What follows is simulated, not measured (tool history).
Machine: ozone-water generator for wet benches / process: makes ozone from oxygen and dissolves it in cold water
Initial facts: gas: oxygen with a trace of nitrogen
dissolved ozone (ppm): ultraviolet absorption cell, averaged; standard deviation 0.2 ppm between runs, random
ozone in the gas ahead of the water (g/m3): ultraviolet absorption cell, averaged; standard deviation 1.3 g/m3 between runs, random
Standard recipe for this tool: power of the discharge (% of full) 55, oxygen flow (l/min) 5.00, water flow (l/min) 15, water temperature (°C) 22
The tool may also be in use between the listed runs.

run    hour  power of the discharge (% of full)  oxygen flow (l/min)  water flow (l/min)  water temperature (°C)  dissolved ozone (ppm)  ozone in the gas ahead of the water (g/m3)
  1     0.0                                  55                 5.00                  15                      22                   25.6                                       227.3
  2   179.7                                  55                 5.00                  15                      22                   25.7                                       226.8
  3   354.3                                  55                 5.00                  15                      22                   25.7                                       226.0
  4   480.7                                  55                 5.00                  12                      22                   29.9                                       227.6
  5   631.6                                  55                 5.00                  12                      22                   29.8                                       227.2
  6   751.3                                  55                 5.00                  12                      22                   29.5                                       225.0
  7   892.3                                  55                 5.00                  12                      22                   29.2                                       225.0
      906.9  -- water thermometer calibrated
  8   997.8                                  55                 5.00                  21                      22                   19.5                                       225.6
  9  1092.5                                  55                 5.00                  21                      22                   19.4                                       224.6
 10  1226.4                                  55                 5.00                  21                      22                   19.6                                       226.1
     1323.0  -- water thermometer calibrated, once more
 11  1345.0                                  55                 5.00                  15                      22                   25.3                                       223.6
 12  1451.7                                  47                 3.45                  21                      22                   16.3                                       233.6
 13  1616.0                                  47                 3.45                  21                      22                   16.3                                       232.6
 14  1726.7                                  55                 3.11                  10                      22                   31.4                                       264.6
     1825.3  -- contactor cleaned
 15  1865.3                                  41                 6.15                  15                      22                   22.7                                       174.4
 16  1986.7                                  98                 7.30                  19                      25                   30.2                                       272.8
 17  2067.2                                  88                 7.30                  19                      14                   34.4                                       253.2
 18  2249.7                                  83                 2.98                  20                      23                   23.0                                       336.2
 19  2379.4                                  82                 2.98                  20                      28                   21.5                                       332.4
 20  2490.6                                  41                 2.98                  13                      28                   20.4                                       225.8
 21  2684.5                                  41                 2.98                  13                      28                   20.2                                       224.2

Pick out some run-to-run changes in dissolved ozone (ppm). Of each, how much would a tool without hidden state show as well, from the settings, what came in and chance, and how much is left for the hidden state and any gauge scatter not in both results compared?
Hidden conditions of the tool in this case: yield of the discharge, % of new electrodes'; contactor's efficiency, % of a clean one's; true water temperature over the reading, C; drift of the gauge itself on ozone_ppm, %; drift of the gauge itself on gas_g_m3, %.
Run 13 -> 14: power of the discharge (% of full) 47 -> 55, oxygen flow (l/min) 3.45 -> 3.11, water flow (l/min) 21 -> 10. dissolved ozone (ppm) +15.1: hidden state -1.6, all else +16.7.
Run 14 -> 15: power of the discharge (% of full) 55 -> 41, oxygen flow (l/min) 3.11 -> 6.15, water flow (l/min) 10 -> 15, contactor cleaned. dissolved ozone (ppm) -8.7: hidden state +2.2, all else -10.9.
Run 15 -> 16: power of the discharge (% of full) 41 -> 98, oxygen flow (l/min) 6.15 -> 7.30, water flow (l/min) 15 -> 19, water temperature (°C) 22 -> 25. dissolved ozone (ppm) +7.5: hidden state -1.8, all else +9.3.
Run 17 -> 18: power of the discharge (% of full) 88 -> 83, oxygen flow (l/min) 7.30 -> 2.98, water flow (l/min) 19 -> 20, water temperature (°C) 14 -> 23. dissolved ozone (ppm) -11.4: hidden state +1.1, all else -12.5.

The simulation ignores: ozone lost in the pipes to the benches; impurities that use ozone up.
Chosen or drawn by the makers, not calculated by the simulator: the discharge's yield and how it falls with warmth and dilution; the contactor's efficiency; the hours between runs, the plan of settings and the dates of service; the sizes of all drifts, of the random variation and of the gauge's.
